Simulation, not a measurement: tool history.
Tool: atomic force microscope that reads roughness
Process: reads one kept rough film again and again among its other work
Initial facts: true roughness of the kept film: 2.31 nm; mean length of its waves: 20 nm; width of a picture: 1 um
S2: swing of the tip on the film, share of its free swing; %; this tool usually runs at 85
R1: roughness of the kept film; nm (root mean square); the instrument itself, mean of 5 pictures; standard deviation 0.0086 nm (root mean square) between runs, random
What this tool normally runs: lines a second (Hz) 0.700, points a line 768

Run 1, hour 0.0: usual settings. Result: R1 1.790 nm (root mean square).
Run 2, hour 19.0: usual settings. Result: R1 1.751 nm (root mean square).
Run 3, hour 36.2: usual settings but points a line 325. Result: R1 1.698 nm (root mean square).
Run 4, hour 50.6: usual settings but points a line 325. Result: R1 1.675 nm (root mean square).
Run 5, hour 68.6: usual settings but lines a second (Hz) 2.257. Result: R1 1.462 nm (root mean square).
Run 6, hour 95.6: usual settings but lines a second (Hz) 2.257. Result: R1 1.653 nm (root mean square).
Run 7, hour 107.8: usual settings but lines a second (Hz) 2.257. Result: R1 1.613 nm (root mean square).
Run 8, hour 130.9: usual settings but points a line 550. Result: R1 1.844 nm (root mean square).
Run 9, hour 146.9: usual settings but points a line 550. Result: R1 1.824 nm (root mean square).
Run 10, hour 171.3: usual settings but points a line 550. Result: R1 1.795 nm (root mean square).
Run 11, hour 188.5: usual settings but points a line 550. Result: R1 1.779 nm (root mean square).
Run 12, hour 203.4: usual settings but points a line 550. Result: R1 1.751 nm (root mean square).
Run 13, hour 214.5: usual settings but points a line 550. Result: R1 1.742 nm (root mean square).
Run 14, hour 228.3: usual settings. Result: R1 1.730 nm (root mean square).
Run 15, hour 254.3: usual settings. Result: R1 1.697 nm (root mean square).
Run 16, hour 278.2: usual settings. Result: R1 1.677 nm (root mean square).
Run 17, hour 289.8: usual settings but lines a second (Hz) 0.551. Result: R1 1.699 nm (root mean square).
Run 18, hour 304.5: usual settings but lines a second (Hz) 0.551. Result: R1 1.916 nm (root mean square).
Run 19, hour 322.4: usual settings but lines a second (Hz) 0.551. Result: R1 1.891 nm (root mean square).
Run 20, hour 337.9: usual settings but lines a second (Hz) 3.573. Result: R1 1.418 nm (root mean square).
Run 21, hour 358.7: usual settings but lines a second (Hz) 3.573. Result: R1 1.396 nm (root mean square).
Run 22, hour 382.8: usual settings but lines a second (Hz) 3.573. Result: R1 1.374 nm (root mean square).
Run 23, hour 404.5: usual settings but lines a second (Hz) 3.573. Result: R1 1.358 nm (root mean square).
Run 24, hour 419.9: usual settings but lines a second (Hz) 3.573. Result: R1 1.333 nm (root mean square).
Run 25, hour 435.9: usual settings but lines a second (Hz) 0.830. Result: R1 1.690 nm (root mean square).
Run 26, hour 447.8: usual settings but lines a second (Hz) 0.830. Result: R1 1.676 nm (root mean square).
Run 27, hour 463.2: usual settings but points a line 429. Result: R1 1.679 nm (root mean square).
Run 28, hour 483.2: usual settings but lines a second (Hz) 2.145, S2 80 %, points a line 282. Result: R1 1.482 nm (root mean square).
Run 29, hour 507.2: usual settings but lines a second (Hz) 1.641, S2 57 %, points a line 602. Result: R1 1.951 nm (root mean square).
Run 30, hour 527.4: usual settings but lines a second (Hz) 0.588, S2 78 %, points a line 456. Result: R1 1.905 nm (root mean square).
Run 31, hour 549.5: usual settings but lines a second (Hz) 1.219, S2 56 %, points a line 361. Result: R1 1.911 nm (root mean square).
Run 32, hour 571.9: usual settings but lines a second (Hz) 1.219, S2 56 %, points a line 361. Result: R1 1.871 nm (root mean square).
Run 33, hour 592.4: usual settings but points a line 602. Result: R1 1.768 nm (root mean square).
Run 34, hour 605.6: usual settings but lines a second (Hz) 2.178, S2 82 %, points a line 277. Result: R1 1.539 nm (root mean square).
Run 35, hour 627.5: usual settings but lines a second (Hz) 2.178, S2 82 %, points a line 277. Result: R1 1.515 nm (root mean square).
Run 36, hour 639.1: usual settings but lines a second (Hz) 2.178, S2 82 %, points a line 277. Result: R1 1.489 nm (root mean square).
Run 37, hour 661.9: usual settings but lines a second (Hz) 2.178, S2 82 %, points a line 277. Result: R1 1.478 nm (root mean square).
Run 38, hour 686.2: usual settings but lines a second (Hz) 2.178, S2 82 %, points a line 277. Result: R1 1.446 nm (root mean square).
Run 39, hour 706.0: usual settings but lines a second (Hz) 2.178, S2 71 %, points a line 843. Result: R1 1.588 nm (root mean square).
Run 40, hour 719.9: usual settings but lines a second (Hz) 1.814, S2 71 %, points a line 632. Result: R1 1.853 nm (root mean square).
Run 41, hour 734.8: usual settings but lines a second (Hz) 1.814, S2 71 %, points a line 453. Result: R1 1.820 nm (root mean square).
Run 42, hour 753.1: usual settings but lines a second (Hz) 1.538, S2 83 %, points a line 849. Result: R1 1.729 nm (root mean square).
Run 43, hour 779.2: usual settings but lines a second (Hz) 3.428, S2 65 %, points a line 456. Result: R1 1.716 nm (root mean square).
Run 44, hour 797.0: usual settings but lines a second (Hz) 0.668, S2 57 %, points a line 954. Result: R1 1.919 nm (root mean square).
Run 45, hour 815.2: usual settings but lines a second (Hz) 1.080, S2 57 %, points a line 334. Result: R1 1.828 nm (root mean square).
Run 46, hour 832.1: usual settings but S2 86 %, points a line 978. Result: R1 1.732 nm (root mean square).
Run 47, hour 857.9: usual settings but points a line 672. Result: R1 1.704 nm (root mean square).
Run 48, hour 875.8: usual settings but points a line 672. Result: R1 1.685 nm (root mean square).
Run 49, hour 889.9: usual settings but lines a second (Hz) 1.082, S2 62 %, points a line 424. Result: R1 1.727 nm (root mean square).
Run 50, hour 909.8: usual settings but lines a second (Hz) 3.072, S2 62 %, points a line 778. Result: R1 1.620 nm (root mean square).
Run 51, hour 923.1: usual settings but lines a second (Hz) 3.072, S2 62 %, points a line 778. Result: R1 1.869 nm (root mean square).
Run 52, hour 936.2: usual settings but points a line 296. Result: R1 1.816 nm (root mean square).
Run 53, hour 961.9: usual settings but S2 87 %, points a line 801. Result: R1 1.812 nm (root mean square).

Missing from the log above: 5 entries noted between runs. For each, name the pair of listed runs it sits between and say how the tool's hidden condition differs from the listed run just before to the listed run just after:
Logged between run 5 and run 6: new tip fitted (hour 85.5)
  radius of the tip, nm: 11.4 -> 5.4; height scale over the true one, %: -0.08 -> -0.09
  what was measured, less what the result would be without the hidden state, R1: -0.192 -> -0.014 nm (root mean square)
Logged between run 17 and run 18: new tip fitted (hour 292.3)
  radius of the tip, nm: 12.4 -> 5.7; height scale over the true one, %: -0.18 -> -0.19
  what was measured, less what the result would be without the hidden state, R1: -0.259 -> -0.031 nm (root mean square)
Logged between run 28 and run 29: new tip fitted (hour 500.9)
  radius of the tip, nm: 12.3 -> 5.4; height scale over the true one, %: -0.27 -> -0.28
  what was measured, less what the result would be without the hidden state, R1: -0.224 -> -0.024 nm (root mean square)
Logged between run 39 and run 40: new tip fitted (hour 708.9)
  radius of the tip, nm: 12.7 -> 5.5
  what was measured, less what the result would be without the hidden state, R1: -0.256 -> -0.026 nm (root mean square)
Logged between run 50 and run 51: new tip fitted (hour 915.8)
  radius of the tip, nm: 12.4 -> 5.6
  what was measured, less what the result would be without the hidden state, R1: -0.254 -> -0.031 nm (root mean square)
